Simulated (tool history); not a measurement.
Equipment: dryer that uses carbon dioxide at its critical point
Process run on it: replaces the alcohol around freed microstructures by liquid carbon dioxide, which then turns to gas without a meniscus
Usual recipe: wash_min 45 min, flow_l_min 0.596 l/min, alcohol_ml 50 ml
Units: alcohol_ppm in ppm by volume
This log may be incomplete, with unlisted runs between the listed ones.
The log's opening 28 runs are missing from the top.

run    hour  wash_min  flow_l_min  alcohol_ml  alcohol_ppm
 29   911.2        60       0.596          26          152
 30   952.3        60       0.596          26          176
      969.6  -- inlet filter changed
 31   973.1        57       0.840          95          174
 32   995.5        46       0.895          31          177
 33  1027.5        69       0.895          50          176
 34  1067.7        69       0.895          50          183
 35  1084.9        38       0.937         110          204
 36  1114.7        38       0.937         110          208
 37  1146.3        70       0.462          34          220
 38  1187.2        28       0.690         111          879
     1194.8  -- inlet filter changed
 39  1209.5        71       0.521          85          215
 40  1250.2        71       0.521          85          231
 41  1286.5        71       0.521          85          231
 42  1326.0        59       0.469          74          309
 43  1352.2        59       0.469          74          316
 44  1386.1        59       0.777          74          248
     1417.8  -- inlet filter changed
 45  1420.1        46       0.580          47          292
 46  1444.4        33       0.785          36          292
 47  1483.8        60       0.785          23          260

Consider 3 possible next runs. They are alternatives, not a sequence: every one starts from the tool as it was left by run 47. What does each give?
  A  1516.5        63       0.685          92            ?
  B  1516.5        45       0.596          24            ?
  C  1516.5        60       0.492          78            ?

run  alcohol_ppm
  A          283
  B          289
  C          325
With no hidden state in the tool, these same runs would have given:
run  alcohol_ppm
  A           15
  B           21
  C           42
